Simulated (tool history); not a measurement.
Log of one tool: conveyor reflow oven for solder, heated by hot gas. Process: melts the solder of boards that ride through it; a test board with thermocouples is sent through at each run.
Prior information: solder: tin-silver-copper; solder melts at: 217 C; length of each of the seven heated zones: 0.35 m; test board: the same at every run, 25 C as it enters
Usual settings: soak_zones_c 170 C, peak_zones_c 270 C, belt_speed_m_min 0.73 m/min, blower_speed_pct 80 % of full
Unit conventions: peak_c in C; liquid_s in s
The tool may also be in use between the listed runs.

run 1 hour=0 | soak_zones_c=170 peak_zones_c=270 belt_speed_m_min=0.73 blower_speed_pct=80 | peak_c=258.1 liquid_s=45.5
run 2 hour=93.5 | soak_zones_c=170 peak_zones_c=270 belt_speed_m_min=0.741 blower_speed_pct=80 | peak_c=257.7 liquid_s=44.9
run 3 hour=172.5 | soak_zones_c=170 peak_zones_c=270 belt_speed_m_min=0.73 blower_speed_pct=51 | peak_c=253.5 liquid_s=42.2
-- hour=194.1 flux residue cleaned out of gas plates and filters
run 4 hour=265.6 | soak_zones_c=170 peak_zones_c=270 belt_speed_m_min=0.73 blower_speed_pct=51 | peak_c=253.4 liquid_s=42.5
run 5 hour=323.2 | soak_zones_c=170 peak_zones_c=270 belt_speed_m_min=0.73 blower_speed_pct=51 | peak_c=253.4 liquid_s=42.3
-- hour=360.7 belt drive overhauled, speed set with a stopwatch
-- hour=414.9 flux residue cleaned out of gas plates and filters
run 6 hour=425.5 | soak_zones_c=170 peak_zones_c=264 belt_speed_m_min=0.73 blower_speed_pct=80 | peak_c=252.5 liquid_s=43.2
run 7 hour=487.5 | soak_zones_c=170 peak_zones_c=264 belt_speed_m_min=0.73 blower_speed_pct=80 | peak_c=252.7 liquid_s=43
run 8 hour=581.8 | soak_zones_c=170 peak_zones_c=270 belt_speed_m_min=0.73 blower_speed_pct=85 | peak_c=259 liquid_s=46
-- hour=639.1 flux residue cleaned out of gas plates and filters
run 9 hour=647.7 | soak_zones_c=170 peak_zones_c=270 belt_speed_m_min=0.73 blower_speed_pct=85 | peak_c=258.6 liquid_s=45.9
run 10 hour=723.4 | soak_zones_c=170 peak_zones_c=268 belt_speed_m_min=0.73 blower_speed_pct=80 | peak_c=256.3 liquid_s=44.8
-- hour=772.2 thermocouples of zones 6 and 7 changed
run 11 hour=793.6 | soak_zones_c=175 peak_zones_c=270 belt_speed_m_min=0.73 blower_speed_pct=80 | peak_c=258.2 liquid_s=46.8
-- hour=857.9 flux residue cleaned out of gas plates and filters
run 12 hour=894.2 | soak_zones_c=170 peak_zones_c=270 belt_speed_m_min=0.73 blower_speed_pct=80 | peak_c=258 liquid_s=46
run 13 hour=937.9 | soak_zones_c=170 peak_zones_c=270 belt_speed_m_min=0.73 blower_speed_pct=80 | peak_c=257.8 liquid_s=45.6
run 14 hour=984.8 | soak_zones_c=170 peak_zones_c=270 belt_speed_m_min=0.73 blower_speed_pct=80 | peak_c=258 liquid_s=45.7
-- hour=1075.3 flux residue cleaned out of gas plates and filters
run 15 hour=1088.6 | soak_zones_c=170 peak_zones_c=270 belt_speed_m_min=0.73 blower_speed_pct=80 | peak_c=257.9 liquid_s=45.7
run 16 hour=1152.1 | soak_zones_c=170 peak_zones_c=265 belt_speed_m_min=0.73 blower_speed_pct=80 | peak_c=253.4 liquid_s=43.8
run 17 hour=1233.7 | soak_zones_c=170 peak_zones_c=265 belt_speed_m_min=0.73 blower_speed_pct=80 | peak_c=253.3 liquid_s=43.7
-- hour=1292.6 flux residue cleaned out of gas plates and filters
run 18 hour=1311.9 | soak_zones_c=170 peak_zones_c=265 belt_speed_m_min=0.73 blower_speed_pct=80 | peak_c=253.7 liquid_s=43.6
run 19 hour=1391.2 | soak_zones_c=167 peak_zones_c=275 belt_speed_m_min=0.684 blower_speed_pct=58 | peak_c=261.2 liquid_s=49.4
-- hour=1458.7 belt drive overhauled, speed set with a stopwatch
run 20 hour=1493.2 | soak_zones_c=177 peak_zones_c=283 belt_speed_m_min=0.73 blower_speed_pct=80 | peak_c=270.7 liquid_s=52.1
-- hour=1516 flux residue cleaned out of gas plates and filters
run 21 hour=1597.3 | soak_zones_c=177 peak_zones_c=283 belt_speed_m_min=0.73 blower_speed_pct=80 | peak_c=270.8 liquid_s=51.9
run 22 hour=1667.9 | soak_zones_c=177 peak_zones_c=283 belt_speed_m_min=0.73 blower_speed_pct=80 | peak_c=270.9 liquid_s=52
-- hour=1733.2 flux residue cleaned out of gas plates and filters
run 23 hour=1749.3 | soak_zones_c=160 peak_zones_c=283 belt_speed_m_min=0.664 blower_speed_pct=80 | peak_c=271.9 liquid_s=53.7
run 24 hour=1850.1 | soak_zones_c=160 peak_zones_c=283 belt_speed_m_min=0.664 blower_speed_pct=80 | peak_c=271.5 liquid_s=54.1
run 25 hour=1932.6 | soak_zones_c=160 peak_zones_c=274 belt_speed_m_min=0.664 blower_speed_pct=63 | peak_c=260.7 liquid_s=49.3
-- hour=1951.5 flux residue cleaned out of gas plates and filters
run 26 hour=1990 | soak_zones_c=160 peak_zones_c=274 belt_speed_m_min=0.664 blower_speed_pct=63 | peak_c=260.6 liquid_s=48.9
-- hour=2014.1 thermocouples of zones 6 and 7 changed
run 27 hour=2086.5 | soak_zones_c=160 peak_zones_c=265 belt_speed_m_min=0.664 blower_speed_pct=65 | peak_c=252.8 liquid_s=45.3

3 options for the next run, each taken on its own from the tool as it stands now. Forecast them:
run A hour=2160.2 | soak_zones_c=172 peak_zones_c=265 belt_speed_m_min=0.664 blower_speed_pct=65 | peak_c=? liquid_s=?
run B hour=2160.2 | soak_zones_c=160 peak_zones_c=276 belt_speed_m_min=0.613 blower_speed_pct=87 | peak_c=? liquid_s=?
run C hour=2160.2 | soak_zones_c=160 peak_zones_c=265 belt_speed_m_min=0.717 blower_speed_pct=64 | peak_c=? liquid_s=?

run=A peak_c=254 liquid_s=49
run=B peak_c=267 liquid_s=57.3
run=C peak_c=250 liquid_s=39.8
Take away the tool's hidden state, keep each run's random variation, and the runs would have read:
run=A peak_c=254 liquid_s=49
run=B peak_c=267.1 liquid_s=57.3
run=C peak_c=250 liquid_s=39.8
